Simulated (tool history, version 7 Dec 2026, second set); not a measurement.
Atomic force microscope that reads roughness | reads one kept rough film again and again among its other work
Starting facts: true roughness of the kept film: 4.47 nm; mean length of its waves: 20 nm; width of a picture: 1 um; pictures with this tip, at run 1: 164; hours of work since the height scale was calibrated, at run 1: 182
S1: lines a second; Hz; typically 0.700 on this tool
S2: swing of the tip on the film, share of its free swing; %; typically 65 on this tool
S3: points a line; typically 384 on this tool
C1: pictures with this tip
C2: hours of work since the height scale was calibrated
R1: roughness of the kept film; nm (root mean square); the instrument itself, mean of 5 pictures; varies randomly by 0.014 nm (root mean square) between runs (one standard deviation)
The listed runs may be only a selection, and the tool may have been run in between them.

run 1 day=0.000 | S1=0.700 S2=65 S3=384 | C1=164 C2=182 | R1=2.240
run 2 day=0.496 | S1=2.112 S2=65 S3=384 | C1=174 C2=187 | R1=2.076
run 3 day=1.004 | S1=2.112 S2=65 S3=384 | C1=183 C2=192 | R1=2.066
run 4 day=1.604 | S1=2.112 S2=65 S3=384 | C1=195 C2=199 | R1=1.996
run 5 day=2.096 | S1=1.012 S2=65 S3=384 | C1=204 C2=204 | R1=2.056
run 6 day=2.612 | S1=1.012 S2=65 S3=384 | C1=214 C2=210 | R1=2.027
run 7 day=3.108 | S1=1.012 S2=65 S3=384 | C1=224 C2=216 | R1=1.983
run 8 day=3.575 | S1=1.012 S2=65 S3=726 | C1=233 C2=221 | R1=1.995
run 9 day=4.171 | S1=1.012 S2=65 S3=726 | C1=244 C2=227 | R1=1.952
run 10 day=4.650 | S1=1.012 S2=65 S3=726 | C1=253 C2=232 | R1=1.929
run 11 day=5.017 | S1=1.012 S2=65 S3=726 | C1=260 C2=236 | R1=1.910
run 12 day=5.383 | S1=1.012 S2=65 S3=726 | C1=267 C2=240 | R1=1.875
run 13 day=5.788 | S1=1.012 S2=65 S3=726 | C1=275 C2=245 | R1=1.853
run 14 day=6.188 | S1=0.700 S2=65 S3=384 | C1=283 C2=249 | R1=1.824
run 15 day=6.596 | S1=0.700 S2=74 S3=384 | C1=291 C2=254 | R1=1.791
run 16 day=6.979 | S1=0.700 S2=65 S3=306 | C1=298 C2=258 | R1=1.778
run 17 day=7.238 | S1=0.700 S2=67 S3=384 | C1=303 C2=261 | R1=1.758
run 18 day=7.829 | S1=0.700 S2=65 S3=384 | C1=314 C2=267 | R1=1.746
run 19 day=8.183 | S1=0.700 S2=65 S3=384 | C1=321 C2=271 | R1=1.734
run 20 day=8.517 | S1=0.976 S2=65 S3=384 | C1=327 C2=275 | R1=1.693
-- day=8.817 new tip fitted
run 21 day=8.900 | S1=1.813 S2=79 S3=384 | C1=1 C2=279 | R1=2.855
run 22 day=9.212 | S1=1.813 S2=65 S3=993 | C1=7 C2=282 | R1=3.082
run 23 day=9.708 | S1=1.009 S2=69 S3=866 | C1=17 C2=288 | R1=3.077
run 24 day=10.325 | S1=1.009 S2=83 S3=424 | C1=29 C2=294 | R1=2.767
-- day=10.408 height scale calibrated on a step standard
run 25 day=10.792 | S1=0.962 S2=84 S3=980 | C1=37 C2=4 | R1=2.759
run 26 day=11.108 | S1=2.430 S2=58 S3=353 | C1=43 C2=8 | R1=2.802
run 27 day=11.479 | S1=1.330 S2=90 S3=495 | C1=50 C2=12 | R1=2.465
run 28 day=11.808 | S1=1.330 S2=90 S3=495 | C1=56 C2=15 | R1=2.403
run 29 day=12.246 | S1=1.330 S2=90 S3=495 | C1=65 C2=20 | R1=2.377
run 30 day=12.550 | S1=1.145 S2=71 S3=651 | C1=70 C2=23 | R1=2.650
run 31 day=13.167 | S1=1.869 S2=62 S3=916 | C1=82 C2=30 | R1=2.589
run 32 day=13.629 | S1=0.928 S2=65 S3=384 | C1=91 C2=35 | R1=2.556
-- day=14.142 height scale calibrated on a step standard, once more
run 33 day=14.142 | S1=1.623 S2=87 S3=384 | C1=100 C2=0 | R1=2.159
run 34 day=14.521 | S1=0.700 S2=65 S3=598 | C1=107 C2=4 | R1=2.525
run 35 day=15.029 | S1=1.818 S2=81 S3=384 | C1=117 C2=10 | R1=2.115
run 36 day=15.492 | S1=1.820 S2=65 S3=384 | C1=126 C2=15 | R1=2.293
run 37 day=15.796 | S1=1.820 S2=65 S3=349 | C1=132 C2=18 | R1=2.255
run 38 day=16.312 | S1=0.755 S2=58 S3=349 | C1=142 C2=24 | R1=2.336
run 39 day=16.596 | S1=0.755 S2=58 S3=349 | C1=147 C2=27 | R1=2.313

5 options for the next run, each taken on its own from the tool as it stands now. Forecast them:
run A day=17.200 | S1=0.755 S2=59 S3=280 | C1=159 C2=34 | R1=?
run B day=17.200 | S1=1.447 S2=74 S3=313 | C1=159 C2=34 | R1=?
run C day=17.200 | S1=1.660 S2=65 S3=384 | C1=159 C2=34 | R1=?
run D day=17.200 | S1=0.708 S2=60 S3=293 | C1=159 C2=34 | R1=?
run E day=17.200 | S1=1.749 S2=71 S3=646 | C1=159 C2=34 | R1=?

run=A R1=2.235
run=B R1=2.085
run=C R1=2.147
run=D R1=2.230
run=E R1=2.113
With the hidden condition removed and each run's random variation left untouched, the same runs would have given:
run=A R1=3.249
run=B R1=3.030
run=C R1=3.124
run=D R1=3.243
run=E R1=3.073
